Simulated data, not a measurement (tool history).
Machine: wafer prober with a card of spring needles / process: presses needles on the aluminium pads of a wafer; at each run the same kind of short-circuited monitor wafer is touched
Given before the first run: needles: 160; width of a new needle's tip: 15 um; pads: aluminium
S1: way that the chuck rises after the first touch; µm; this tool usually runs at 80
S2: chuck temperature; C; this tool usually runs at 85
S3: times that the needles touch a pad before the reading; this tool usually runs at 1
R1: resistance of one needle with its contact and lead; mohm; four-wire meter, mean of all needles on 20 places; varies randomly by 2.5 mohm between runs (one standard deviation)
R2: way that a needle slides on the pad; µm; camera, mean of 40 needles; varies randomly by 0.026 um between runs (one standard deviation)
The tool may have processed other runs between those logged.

Run 1, hour 0.0: usual settings. Result: R1 285 mohm, R2 17.99 µm.
At hour 16.1: tips cleaned on abrasive film.
At hour 36.2: tips cleaned on abrasive film.
At hour 56.3: tips cleaned on abrasive film.
Run 2, hour 56.3: usual settings but S2 35 C. Result: R1 274 mohm, R2 17.96 µm.
At hour 76.4: tips cleaned on abrasive film.
At hour 96.5: tips cleaned on abrasive film.
At hour 116.7: tips cleaned on abrasive film.
Run 3, hour 118.9: usual settings but S2 33 C. Result: R1 268 mohm, R2 17.93 µm.
At hour 135.0: tips cleaned on abrasive film.
At hour 155.1: tips cleaned on abrasive film.
At hour 175.3: tips cleaned on abrasive film.
At hour 191.4: tips cleaned on abrasive film.
At hour 211.5: tips cleaned on abrasive film.
Run 4, hour 215.9: usual settings but S1 62 µm, S2 33 C. Result: R1 278 mohm, R2 13.85 µm.
At hour 228.0: tips cleaned on abrasive film.
At hour 244.1: tips cleaned on abrasive film.
At hour 264.2: tips cleaned on abrasive film.
At hour 280.3: tips cleaned on abrasive film.
At hour 300.5: tips cleaned on abrasive film.
Run 5, hour 309.5: usual settings. Result: R1 286 mohm, R2 17.83 µm.
At hour 317.6: tips cleaned on abrasive film.
At hour 333.7: tips cleaned on abrasive film.
At hour 352.0: tips cleaned on abrasive film.
Run 6, hour 352.0: usual settings. Result: R1 290 mohm, R2 17.81 µm.
At hour 368.1: tips cleaned on abrasive film.
At hour 388.3: tips cleaned on abrasive film.
At hour 404.4: tips cleaned on abrasive film.
At hour 424.5: tips cleaned on abrasive film.
At hour 442.9: tips cleaned on abrasive film.
Run 7, hour 442.9: usual settings but S2 115 C. Result: R1 298 mohm, R2 17.81 µm.
At hour 463.1: tips cleaned on abrasive film.
At hour 483.2: tips cleaned on abrasive film.
At hour 499.5: height of the first contact set anew.
At hour 503.6: tips cleaned on abrasive film.
Run 8, hour 511.2: usual settings. Result: R1 289 mohm, R2 17.75 µm.
At hour 523.3: tips cleaned on abrasive film.
At hour 543.4: tips cleaned on abrasive film.
At hour 563.6: tips cleaned on abrasive film.
At hour 583.7: tips cleaned on abrasive film.
Run 9, hour 587.1: usual settings. Result: R1 290 mohm, R2 17.71 µm.
At hour 603.2: tips cleaned on abrasive film.
At hour 623.3: tips cleaned on abrasive film.
At hour 643.4: tips cleaned on abrasive film.
At hour 663.6: tips cleaned on abrasive film.
At hour 683.0: tips cleaned on abrasive film.
Run 10, hour 683.0: usual settings. Result: R1 286 mohm, R2 17.70 µm.
At hour 703.1: tips cleaned on abrasive film.
At hour 719.2: tips cleaned on abrasive film.
At hour 739.3: tips cleaned on abrasive film.
Run 11, hour 747.9: usual settings but S1 75 µm. Result: R1 284 mohm, R2 16.59 µm.
At hour 756.0: tips cleaned on abrasive film.
At hour 776.1: tips cleaned on abrasive film.
At hour 796.3: tips cleaned on abrasive film.
At hour 816.4: tips cleaned on abrasive film.
Run 12, hour 829.9: usual settings but S1 60 µm. Result: R1 290 mohm, R2 13.23 µm.
At hour 834.0: tips cleaned on abrasive film.
At hour 854.1: tips cleaned on abrasive film.
At hour 874.2: tips cleaned on abrasive film.
Run 13, hour 888.1: usual settings but S1 60 µm. Result: R1 293 mohm, R2 13.23 µm.
At hour 892.2: tips cleaned on abrasive film.
At hour 912.3: tips cleaned on abrasive film.
At hour 929.7: tips cleaned on abrasive film.
Run 14, hour 929.7: usual settings but S1 60 µm, S2 77 C, S3 3. Result: R1 290 mohm, R2 13.21 µm.
At hour 949.8: tips cleaned on abrasive film.
At hour 965.9: tips cleaned on abrasive film.
At hour 986.0: tips cleaned on abrasive film.
Run 15, hour 995.3: usual settings but S1 64 µm, S2 77 C. Result: R1 286 mohm, R2 14.07 µm.
At hour 1003.4: tips cleaned on abrasive film.
At hour 1023.5: tips cleaned on abrasive film.
At hour 1039.6: tips cleaned on abrasive film.
At hour 1059.7: tips cleaned on abrasive film.
At hour 1075.8: tips cleaned on abrasive film.
Run 16, hour 1080.8: usual settings but S1 64 µm, S2 77 C. Result: R1 289 mohm, R2 14.07 µm.
At hour 1092.9: tips cleaned on abrasive film.
At hour 1093.2: height of the first contact set anew.
At hour 1113.3: tips cleaned on abrasive film.
At hour 1133.4: tips cleaned on abrasive film.
At hour 1149.6: tips cleaned on abrasive film.
At hour 1169.7: tips cleaned on abrasive film.
Run 17, hour 1171.3: usual settings but S1 64 µm, S2 77 C. Result: R1 286 mohm, R2 14.01 µm.
At hour 1187.4: tips cleaned on abrasive film.
At hour 1203.5: tips cleaned on abrasive film.
At hour 1223.6: tips cleaned on abrasive film.
Run 18, hour 1223.8: usual settings but S1 94 µm, S2 77 C, S3 3. Result: R1 285 mohm, R2 20.56 µm.
At hour 1239.8: tips cleaned on abrasive film.
At hour 1255.9: gauge calibrated.
At hour 1260.0: tips cleaned on abrasive film.
At hour 1276.1: tips cleaned on abrasive film.
At hour 1296.2: tips cleaned on abrasive film.
At hour 1313.5: tips cleaned on abrasive film.
Run 19, hour 1313.5: usual settings but S1 73 µm, S2 26 C, S3 3. Result: R1 272 mohm, R2 16.42 µm.
At hour 1329.6: tips cleaned on abrasive film.
At hour 1349.8: tips cleaned on abrasive film.
Run 20, hour 1358.7: usual settings but S1 92 µm, S2 50 C, S3 3. Result: R1 276 mohm, R2 20.63 µm.
At hour 1366.9: tips cleaned on abrasive film.
At hour 1387.0: tips cleaned on abrasive film.
At hour 1407.1: tips cleaned on abrasive film.
At hour 1425.3: tips cleaned on abrasive film.
Run 21, hour 1425.3: usual settings but S1 92 µm, S2 50 C, S3 3. Result: R1 272 mohm, R2 20.57 µm.
At hour 1445.5: tips cleaned on abrasive film.
At hour 1465.6: tips cleaned on abrasive film.
At hour 1485.7: tips cleaned on abrasive film.
At hour 1505.8: tips cleaned on abrasive film.
Run 22, hour 1512.7: usual settings but S1 99 µm, S2 29 C. Result: R1 267 mohm, R2 22.12 µm.
At hour 1524.8: tips cleaned on abrasive film.
At hour 1541.0: tips cleaned on abrasive film.
At hour 1561.1: tips cleaned on abrasive film.
At hour 1580.4: tips cleaned on abrasive film.
Run 23, hour 1580.4: usual settings but S2 26 C. Result: R1 274 mohm, R2 17.84 µm.
At hour 1596.5: tips cleaned on abrasive film.
At hour 1616.6: tips cleaned on abrasive film.
At hour 1636.7: tips cleaned on abrasive film.
At hour 1656.9: tips cleaned on abrasive film.
At hour 1677.0: tips cleaned on abrasive film.
Run 24, hour 1680.3: usual settings but S1 68 µm, S2 118 C, S3 3. Result: R1 299 mohm, R2 15.15 µm.
At hour 1684.6: height of the first contact set anew.
At hour 1696.7: tips cleaned on abrasive film.
At hour 1716.8: tips cleaned on abrasive film.
At hour 1736.9: tips cleaned on abrasive film.
Run 25, hour 1744.8: usual settings but S1 77 µm, S2 97 C, S3 2. Result: R1 290 mohm, R2 17.15 µm.
At hour 1756.9: tips cleaned on abrasive film.
At hour 1777.0: tips cleaned on abrasive film.
At hour 1793.1: tips cleaned on abrasive film.
At hour 1810.2: tips cleaned on abrasive film.
Run 26, hour 1810.2: usual settings but S1 82 µm, S3 2. Result: R1 291 mohm, R2 18.19 µm.

Below are 4 alternative next runs, each starting from the tool's condition after run 26. Predict each:
At hour 1830.3: tips cleaned on abrasive film.
At hour 1850.4: tips cleaned on abrasive film.
At hour 1870.5: tips cleaned on abrasive film.
At hour 1890.6: tips cleaned on abrasive film.
Run A, hour 1890.6: usual settings but S2 119 C, S3 3. Result: R1 ?, R2 ?.
At hour 1830.3: tips cleaned on abrasive film.
At hour 1850.4: tips cleaned on abrasive film.
At hour 1870.5: tips cleaned on abrasive film.
At hour 1890.6: tips cleaned on abrasive film.
Run B, hour 1890.6: usual settings but S1 63 µm, S2 28 C, S3 2. Result: R1 ?, R2 ?.
At hour 1830.3: tips cleaned on abrasive film.
At hour 1850.4: tips cleaned on abrasive film.
At hour 1870.5: tips cleaned on abrasive film.
At hour 1890.6: tips cleaned on abrasive film.
Run C, hour 1890.6: usual settings but S1 63 µm, S2 25 C. Result: R1 ?, R2 ?.
At hour 1830.3: tips cleaned on abrasive film.
At hour 1850.4: tips cleaned on abrasive film.
At hour 1870.5: tips cleaned on abrasive film.
At hour 1890.6: tips cleaned on abrasive film.
Run D, hour 1890.6: usual settings but S1 74 µm, S2 50 C, S3 2. Result: R1 ?, R2 ?.

run   R1     R2
  A  296  17.76
  B  276  13.98
  C  270  13.97
  D  278  16.42
The same runs, with their run-to-run variation unchanged, on a tool lacking any hidden condition would have given:
run   R1     R2
  A  296  18.01
  B  276  14.18
  C  270  14.17
  D  278  16.65

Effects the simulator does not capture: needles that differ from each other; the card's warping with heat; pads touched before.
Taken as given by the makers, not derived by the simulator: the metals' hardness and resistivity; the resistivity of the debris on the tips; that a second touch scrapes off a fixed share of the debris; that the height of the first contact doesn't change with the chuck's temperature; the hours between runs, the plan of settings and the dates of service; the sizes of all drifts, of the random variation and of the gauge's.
